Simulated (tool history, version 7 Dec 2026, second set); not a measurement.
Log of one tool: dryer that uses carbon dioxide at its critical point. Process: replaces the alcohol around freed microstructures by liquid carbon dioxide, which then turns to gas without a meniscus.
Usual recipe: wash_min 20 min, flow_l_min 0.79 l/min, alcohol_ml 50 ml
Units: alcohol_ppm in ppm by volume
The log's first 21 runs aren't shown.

run   hour  wash_min  flow_l_min  alcohol_ml  hours of work since the filter was changed  hours of work since the purifier's bed was changed  alcohol_ppm
 22    164        14       0.615          50                                         133                                                  84          808
 23  173.7        23       0.533          55                                         137                                                  88          225
 24  183.8        23       0.768          25                                         141                                                  92           37
 25  191.7        23       0.768          25                                         145                                                  96           39
 26  202.2        16       0.822          99                                         149                                                 100          300
 27  210.3        16       1.202          99                                         153                                                 104           61
 28  220.6        16       1.082          99                                         157                                                 108           78
 29  229.6        16       1.082          99                                         161                                                 112           93
 30  240.9        16       1.082          99                                         166                                                 117           98
 31  247.2        31       0.852          36                                         169                                                 120           41
 32  254.3        20       1.259          61                                         172                                                 123           47
 33  265.1        24       0.709          76                                         177                                                 127           92

Predict each of these 4 candidate next runs independently; none follows another, all start after run 33:
  A  271.5        15       1.336          86                                         179                                                 130            ?
  B  271.5        13        0.79          50                                         179                                                 130            ?
  C  271.5        21       0.683          91                                         179                                                 130            ?
  D  271.5        30       0.985          76                                         179                                                 130            ?

run  alcohol_ppm
  A           59
  B          499
  C          215
  D           45
With the hidden condition removed and each run's random variation left untouched, the same runs would have given:
run  alcohol_ppm
  A           13
  B          260
  C           83
  D           11
